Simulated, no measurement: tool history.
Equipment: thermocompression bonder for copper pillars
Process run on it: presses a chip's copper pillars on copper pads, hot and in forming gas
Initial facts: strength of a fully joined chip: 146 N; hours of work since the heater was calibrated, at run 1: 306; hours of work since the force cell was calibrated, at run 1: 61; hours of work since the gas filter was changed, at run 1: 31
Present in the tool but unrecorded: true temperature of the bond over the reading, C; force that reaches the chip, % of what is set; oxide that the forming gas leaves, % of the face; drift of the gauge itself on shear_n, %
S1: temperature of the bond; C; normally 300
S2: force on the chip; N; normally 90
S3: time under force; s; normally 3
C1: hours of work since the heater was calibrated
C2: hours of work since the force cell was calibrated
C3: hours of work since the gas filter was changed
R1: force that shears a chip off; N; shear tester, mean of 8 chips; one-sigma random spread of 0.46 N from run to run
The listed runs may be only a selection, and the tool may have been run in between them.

Run 1, hour 0.0: usual settings; C1 306; C2 61; C3 31. Result: R1 96.1 N.
Run 2, hour 14.1: usual settings; C1 314; C2 69; C3 39. Result: R1 95.7 N.
Run 3, hour 27.7: usual settings but S3 4 s; C1 321; C2 76; C3 47. Result: R1 103.3 N.
Run 4, hour 37.9: usual settings; C1 327; C2 82; C3 53. Result: R1 95.4 N.
Run 5, hour 49.3: usual settings; C1 334; C2 89; C3 59. Result: R1 96.0 N.
Run 6, hour 64.0: usual settings; C1 342; C2 97; C3 68. Result: R1 95.5 N.
Run 7, hour 71.2: usual settings; C1 346; C2 101; C3 72. Result: R1 95.5 N.
Run 8, hour 85.7: usual settings but S1 304 C; C1 354; C2 109; C3 80. Result: R1 98.9 N.
Run 9, hour 94.6: usual settings but S1 273 C; C1 360; C2 114; C3 85. Result: R1 67.1 N.
Run 10, hour 103.6: usual settings but S1 273 C; C1 365; C2 119; C3 90. Result: R1 67.3 N.
Run 11, hour 110.0: usual settings but S1 273 C; C1 368; C2 123; C3 94. Result: R1 67.5 N.
Run 12, hour 120.4: usual settings but S2 116 N; C1 374; C2 129; C3 100. Result: R1 104.1 N.
At hour 130.7: forming gas filter changed.
Run 13, hour 133.2: usual settings but S1 277 C, S2 116 N; C1 381; C2 136; C3 1. Result: R1 82.8 N.
Run 14, hour 147.8: usual settings but S2 131 N; C1 390; C2 144; C3 10. Result: R1 111.6 N.
Run 15, hour 160.4: usual settings but S1 320 C, S2 131 N; C1 397; C2 152; C3 17. Result: R1 124.8 N.
Run 16, hour 167.6: usual settings but S1 320 C, S2 131 N; C1 401; C2 156; C3 21. Result: R1 127.5 N.
Run 17, hour 177.3: usual settings but S1 320 C, S2 76 N; C1 406; C2 161; C3 27. Result: R1 107.6 N.
Run 18, hour 188.2: usual settings but S1 320 C, S2 76 N, S3 2 s; C1 412; C2 167; C3 33. Result: R1 97.0 N.
Run 19, hour 202.7: usual settings but S1 320 C, S2 76 N, S3 2 s; C1 421; C2 176; C3 41. Result: R1 96.7 N.
Run 20, hour 211.9: usual settings but S1 319 C, S2 70 N, S3 9 s; C1 426; C2 181; C3 46. Result: R1 127.3 N.
Run 21, hour 218.7: usual settings but S1 305 C, S2 70 N, S3 2 s; C1 430; C2 185; C3 50. Result: R1 79.7 N.
Run 22, hour 226.1: usual settings but S1 309 C, S2 65 N, S3 4 s; C1 434; C2 189; C3 54. Result: R1 97.0 N.
Run 23, hour 238.2: usual settings but S1 291 C, S3 2 s; C1 441; C2 196; C3 61. Result: R1 74.9 N.
Run 24, hour 244.8: usual settings but S1 291 C, S3 2 s; C1 445; C2 199; C3 65. Result: R1 75.8 N.
Run 25, hour 258.2: usual settings but S2 80 N; C1 452; C2 207; C3 73. Result: R1 89.5 N.
At hour 260.8: heater calibrated with a thermocouple chip.
Run 26, hour 267.0: usual settings but S2 80 N; C1 4; C2 211; C3 76. Result: R1 88.7 N.
Run 27, hour 279.7: usual settings but S1 318 C, S2 89 N, S3 2 s; C1 11; C2 218; C3 84. Result: R1 99.4 N.
Run 28, hour 287.3: usual settings but S1 307 C, S2 89 N, S3 7 s; C1 15; C2 223; C3 88. Result: R1 119.4 N.
At hour 290.0: heater calibrated with a thermocouple chip, once more.
Run 29, hour 300.3: usual settings but S2 62 N; C1 6; C2 229; C3 94. Result: R1 83.4 N.
Run 30, hour 306.4: usual settings but S2 62 N; C1 9; C2 232; C3 98. Result: R1 82.2 N.
At hour 320.2: forming gas filter changed.
Run 31, hour 321.0: usual settings but S2 66 N, S3 5 s; C1 17; C2 240; C3 0. Result: R1 100.6 N.
Run 32, hour 330.9: usual settings but S2 89 N, S3 2 s; C1 23; C2 246; C3 6. Result: R1 89.4 N.
Run 33, hour 338.3: usual settings but S2 89 N, S3 2 s; C1 27; C2 250; C3 10. Result: R1 89.5 N.
Run 34, hour 353.1: usual settings but S1 316 C, S2 118 N, S3 2 s; C1 36; C2 259; C3 19. Result: R1 114.6 N.
Run 35, hour 363.8: usual settings but S1 277 C, S2 112 N, S3 2 s; C1 42; C2 265; C3 25. Result: R1 74.5 N.
Run 36, hour 375.8: usual settings but S1 328 C, S2 64 N; C1 48; C2 271; C3 32. Result: R1 111.5 N.
Run 37, hour 382.3: usual settings but S1 328 C, S2 64 N; C1 52; C2 275; C3 35. Result: R1 111.2 N.

Per-run results on a tool with no hidden state, each run keeping its own random variation:
run     R1
  1   99.2
  2   99.1
  3  106.9
  4   99.1
  5  100.0
  6   99.7
  7   99.8
  8  103.5
  9   71.3
 10   71.7
 11   71.9
 12  109.5
 13   85.7
 14  114.4
 15  127.1
 16  130.0
 17  110.9
 18  100.5
 19  100.4
 20  130.7
 21   83.6
 22  101.2
 23   79.2
 24   80.2
 25   94.3
 26   94.6
 27  105.3
 28  125.4
 29   84.2
 30   83.1
 31   99.4
 32   88.3
 33   88.6
 34  114.3
 35   74.0
 36  111.5
 37  111.4
